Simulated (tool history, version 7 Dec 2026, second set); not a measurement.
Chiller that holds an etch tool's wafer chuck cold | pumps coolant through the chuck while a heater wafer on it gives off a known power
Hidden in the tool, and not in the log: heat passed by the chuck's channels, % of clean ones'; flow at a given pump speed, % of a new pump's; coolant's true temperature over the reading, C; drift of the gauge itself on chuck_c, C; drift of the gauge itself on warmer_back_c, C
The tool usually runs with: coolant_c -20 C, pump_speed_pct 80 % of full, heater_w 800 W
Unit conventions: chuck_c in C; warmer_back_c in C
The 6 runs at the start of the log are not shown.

| run | day | coolant_c | pump_speed_pct | heater_w | hours since the coolant was changed and the channels were flushed | hours since the pump was overhauled | hours since the chiller's thermometer was calibrated | chuck_c | warmer_back_c |
|---|---|---|---|---|---|---|---|---|---|
| 7 | 28.183 | -20 | 80 | 800 | 7485 | 5170 | 288 | -11.6 | 2.81 |
| 8 | 33.942 | -20 | 80 | 800 | 7624 | 5308 | 426 | -11.4 | 2.81 |
| 9 | 37.029 | -20 | 80 | 800 | 7698 | 5382 | 500 | -11.5 | 2.81 |
| 10 | 40.312 | -20 | 84 | 800 | 7776 | 5461 | 579 | -11.8 | 2.71 |
| 11 | 46.633 | -20 | 84 | 800 | 7928 | 5613 | 731 | -11.6 | 2.66 |
| 12 | 51.312 | -20 | 80 | 534 | 8040 | 5725 | 843 | -14.3 | 1.85 |
| 13 | 54.092 | -20 | 80 | 673 | 8107 | 5792 | 910 | -12.9 | 2.33 |
|  | 55.975 | coolant changed, channels flushed |
| 14 | 58.104 | -20 | 80 | 673 | 51 | 5882 | 1000 | -12.8 | 2.38 |
| 15 | 60.888 | -12 | 80 | 673 | 118 | 5949 | 1067 | -4.8 | 2.41 |
| 16 | 65.962 | -12 | 80 | 673 | 240 | 6071 | 1189 | -4.9 | 2.36 |
| 17 | 71.021 | -12 | 80 | 673 | 361 | 6192 | 1310 | -5.1 | 2.36 |
| 18 | 75.454 | -20 | 68 | 800 | 467 | 6299 | 1417 | -10.5 | 3.32 |
| 19 | 80.288 | -16 | 80 | 414 | 583 | 6415 | 1533 | -11.6 | 1.51 |
| 20 | 86.088 | -12 | 65 | 598 | 723 | 6554 | 1672 | -4.7 | 2.61 |
| 21 | 91.279 | -20 | 89 | 452 | 847 | 6678 | 1797 | -15.5 | 1.47 |
| 22 | 94.817 | -13 | 79 | 601 | 932 | 6763 | 1881 | -6.7 | 2.17 |
| 23 | 101.175 | -20 | 83 | 1111 | 1085 | 6916 | 2034 | -8.5 | 3.79 |
| 24 | 105.396 | -22 | 63 | 1111 | 1186 | 7017 | 2135 | -8.1 | 4.99 |
| 25 | 111.342 | -22 | 63 | 1111 | 1329 | 7160 | 2278 | -8.1 | 4.99 |
| 26 | 115.462 | -21 | 80 | 537 | 1428 | 7259 | 2377 | -15.3 | 1.9 |
| 27 | 120.954 | -21 | 80 | 537 | 1559 | 7391 | 2509 | -15.5 | 1.91 |
| 28 | 126.504 | -21 | 80 | 537 | 1693 | 7524 | 2642 | -15.2 | 1.87 |
| 29 | 130.021 | -25 | 93 | 791 | 1777 | 7608 | 2726 | -17.3 | 2.41 |
| 30 | 133.425 | -25 | 93 | 791 | 1859 | 7690 | 2808 | -17.3 | 2.33 |
| 31 | 138.667 | -20 | 98 | 603 | 1985 | 7816 | 2934 | -14.4 | 1.73 |

4 ways to go on from here, each from the tool as it stands after run 31. What would each give?
| A | 143.125 | -11 | 98 | 603 | 2092 | 7923 | 3041 | ? | ? |
| B | 143.125 | -20 | 80 | 603 | 2092 | 7923 | 3041 | ? | ? |
| C | 143.125 | -23 | 80 | 800 | 2092 | 7923 | 3041 | ? | ? |
| D | 143.125 | -18 | 73 | 441 | 2092 | 7923 | 3041 | ? | ? |

| run | chuck_c | warmer_back_c |
|---|---|---|
| A | -5.3 | 1.69 |
| B | -13.6 | 2.09 |
| C | -14.5 | 2.83 |
| D | -13.1 | 1.72 |
What these runs would have given with no unlogged condition in the tool:
| run | chuck_c | warmer_back_c |
|---|---|---|
| A | -5.3 | 1.69 |
| B | -13.6 | 2.08 |
| C | -14.5 | 2.83 |
| D | -13.1 | 1.72 |
